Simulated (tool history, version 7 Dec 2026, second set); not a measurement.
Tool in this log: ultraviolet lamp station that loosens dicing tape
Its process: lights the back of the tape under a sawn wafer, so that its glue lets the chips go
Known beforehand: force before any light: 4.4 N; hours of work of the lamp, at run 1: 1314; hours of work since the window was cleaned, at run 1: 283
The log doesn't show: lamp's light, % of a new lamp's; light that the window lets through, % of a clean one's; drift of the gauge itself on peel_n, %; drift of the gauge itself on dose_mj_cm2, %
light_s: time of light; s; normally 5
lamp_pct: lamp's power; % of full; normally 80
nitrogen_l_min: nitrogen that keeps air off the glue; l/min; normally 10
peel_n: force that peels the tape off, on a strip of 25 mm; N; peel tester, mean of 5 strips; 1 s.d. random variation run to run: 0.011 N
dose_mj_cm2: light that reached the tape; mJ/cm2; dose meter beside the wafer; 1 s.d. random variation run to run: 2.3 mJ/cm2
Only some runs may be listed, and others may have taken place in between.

run   hour  light_s  lamp_pct  nitrogen_l_min  hours of work of the lamp  hours of work since the window was cleaned  peel_n  dose_mj_cm2
  1      0        5        80              10                       1314                                         283     0.8          167
      24.3  -- window cleaned of glue's vapour
  2   35.5        5        71              10                       1335                                           7    0.95          141
  3   95.9        5        71              10                       1372                                          44   1.007          139
  4  135.7        5        71              10                       1396                                          68   1.058          135
  5  175.9        3        71              10                       1421                                          93   1.778           81
  6  204.9        3        71              10                       1439                                         110   1.801           81
  7  235.4        5        80              10                       1457                                         129   0.912          150
  8    274        5        74               6                       1481                                         153   1.298          138
     317.7  -- window cleaned of glue's vapour, once more
  9  334.3        3        95              14                       1518                                          10    1.03          125
 10  376.5        5        95               4                       1543                                          36   0.964          205
 11  419.8        5        72               4                       1570                                          62   1.402          152
 12  455.8        5        72               4                       1592                                          84   1.417          150
 13  493.5        5        72               4                       1615                                         107   1.424          146

Measured result minus the same run's result without the hidden state. Both carry the same run-to-run variation, though not necessarily the same gauge scatter:
run  peel_n  dose_mj_cm2
  1    +0.3          -60
  2  +0.377          -59
  3  +0.415          -61
  4   +0.45          -64
  5  +0.589          -39
  6  +0.607          -40
  7  +0.419          -77
  8  +0.553          -72
  9  +0.319          -37
 10  +0.316          -65
 11  +0.411          -51
 12  +0.431          -53
 13  +0.444          -55
